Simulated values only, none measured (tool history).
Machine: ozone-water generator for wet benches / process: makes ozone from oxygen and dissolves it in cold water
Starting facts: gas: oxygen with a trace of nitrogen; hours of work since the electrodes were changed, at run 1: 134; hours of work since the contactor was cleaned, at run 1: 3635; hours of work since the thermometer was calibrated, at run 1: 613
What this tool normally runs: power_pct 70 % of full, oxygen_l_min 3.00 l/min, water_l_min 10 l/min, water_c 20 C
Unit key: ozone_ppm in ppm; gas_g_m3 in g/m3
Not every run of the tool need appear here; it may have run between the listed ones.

run	hour	power_pct	oxygen_l_min	water_l_min	water_c	hours of work since the electrodes were changed	hours of work since the contactor was cleaned	hours of work since the thermometer was calibrated	ozone_ppm	gas_g_m3
1	0.0	70	3.00	10	20	134	3635	613	28.7	272.0
2	23.8	70	3.00	10	20	149	3650	627	29.1	270.6
3	52.5	75	3.00	10	20	166	3667	645	30.3	284.4
4	67.5	75	3.00	10	20	175	3676	654	30.3	284.1
5	94.8	75	3.00	11	20	192	3693	670	28.4	283.9
6	109.8	70	3.00	10	20	201	3702	680	28.8	269.8
7	122.7	70	3.00	7	20	209	3710	687	37.2	271.2
8	135.7	70	3.00	7	20	217	3718	695	36.9	267.9
9	154.0	73	1.95	7	23	228	3729	707	35.3	321.9
10	174.7	73	1.95	7	23	241	3742	719	35.2	326.9
11	199.7	73	1.95	7	23	256	3757	734	35.7	328.0
12	227.3	73	1.95	7	23	273	3774	751	35.6	326.3
13	251.5	73	1.95	7	23	287	3788	766	35.4	324.4
14	270.2	46	4.20	10	13	299	3800	777	25.3	174.4
15	285.8	46	4.20	10	13	308	3809	787	25.1	176.7
16	312.5	82	3.00	10	15	325	3825	803	35.1	296.0

Forecast each of these 5 alternatives for the next run:
# hour 318.1: contactor cleaned
A	336.7	82	3.58	14	22	337	11	815	?	?
# hour 318.1: contactor cleaned
B	336.7	48	4.51	10	15	337	11	815	?	?
# hour 318.1: contactor cleaned
C	336.7	63	3.00	10	20	337	11	815	?	?
# hour 318.1: contactor cleaned
D	336.7	82	3.00	10	19	337	11	815	?	?
# hour 318.1: contactor cleaned
E	336.7	100	3.00	12	27	337	11	815	?	?

run	ozone_ppm	gas_g_m3
A	24.5	276.4
B	25.0	174.9
C	26.9	247.7
D	32.7	296.3
E	29.3	338.5
Had the tool no hidden state, the same runs would have come out as:
run	ozone_ppm	gas_g_m3
A	24.5	283.5
B	25.0	179.4
C	26.9	254.1
D	32.7	303.9
E	29.2	347.3
